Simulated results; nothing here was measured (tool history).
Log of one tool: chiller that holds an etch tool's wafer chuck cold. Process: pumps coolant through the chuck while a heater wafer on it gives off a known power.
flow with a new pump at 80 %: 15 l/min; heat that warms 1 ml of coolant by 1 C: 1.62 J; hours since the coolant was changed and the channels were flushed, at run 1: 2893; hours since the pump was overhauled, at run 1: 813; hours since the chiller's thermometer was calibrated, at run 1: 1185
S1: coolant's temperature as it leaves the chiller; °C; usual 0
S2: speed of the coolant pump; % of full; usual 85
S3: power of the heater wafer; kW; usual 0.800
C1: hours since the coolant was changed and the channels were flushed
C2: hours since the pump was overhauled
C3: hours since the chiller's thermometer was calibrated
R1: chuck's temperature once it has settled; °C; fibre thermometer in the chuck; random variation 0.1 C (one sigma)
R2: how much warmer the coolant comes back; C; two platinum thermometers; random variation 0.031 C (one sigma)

{"run": 1, "hour": 0.0, "S1": 0, "S2": 85, "S3": 0.8, "C1": 2893, "C2": 813, "C3": 1185, "R1": 7.6, "R2": 1.94}
{"run": 2, "hour": 129.1, "S1": 0, "S2": 85, "S3": 0.8, "C1": 3022, "C2": 942, "C3": 1314, "R1": 7.5, "R2": 1.97}
{"run": 3, "hour": 237.7, "S1": 0, "S2": 85, "S3": 0.8, "C1": 3131, "C2": 1051, "C3": 1423, "R1": 7.7, "R2": 1.96}
{"run": 4, "hour": 343.4, "S1": 0, "S2": 85, "S3": 0.8, "C1": 3237, "C2": 1156, "C3": 1528, "R1": 7.8, "R2": 1.99}
{"run": 5, "hour": 476.7, "S1": 0, "S2": 85, "S3": 0.8, "C1": 3370, "C2": 1289, "C3": 1662, "R1": 7.8, "R2": 2.03}
{"run": 6, "hour": 607.1, "S1": 0, "S2": 85, "S3": 0.8, "C1": 3500, "C2": 1420, "C3": 1792, "R1": 8.0, "R2": 2.01}
{"run": 7, "hour": 749.4, "S1": 0, "S2": 85, "S3": 0.8, "C1": 3643, "C2": 1562, "C3": 1934, "R1": 8.2, "R2": 2.06}
{"run": 8, "hour": 846.7, "S1": 0, "S2": 85, "S3": 0.834, "C1": 3740, "C2": 1659, "C3": 2032, "R1": 8.5, "R2": 2.12}
{"hour": 917.8, "done": "coolant changed, channels flushed"}
{"run": 9, "hour": 950.9, "S1": 0, "S2": 85, "S3": 0.834, "C1": 33, "C2": 1758, "C3": 2130, "R1": 7.0, "R2": 2.11}
{"run": 10, "hour": 1080.0, "S1": 7, "S2": 66, "S3": 0.419, "C1": 162, "C2": 1887, "C3": 2259, "R1": 11.2, "R2": 1.36}
{"run": 11, "hour": 1201.3, "S1": 7, "S2": 85, "S3": 0.524, "C1": 283, "C2": 2008, "C3": 2380, "R1": 12.0, "R2": 1.39}

Run 12 comes next. What will it give?
{"run": 12, "hour": 1310.6, "S1": 9, "S2": 67, "S3": 0.86, "C1": 393, "C2": 2117, "C3": 2490, "R1": "?", "R2": "?"}

R1: 17.7 °C
R2: 2.77 C
Without the tool's hidden state the same run would have given R1 16.7 °C, R2 2.51 C.
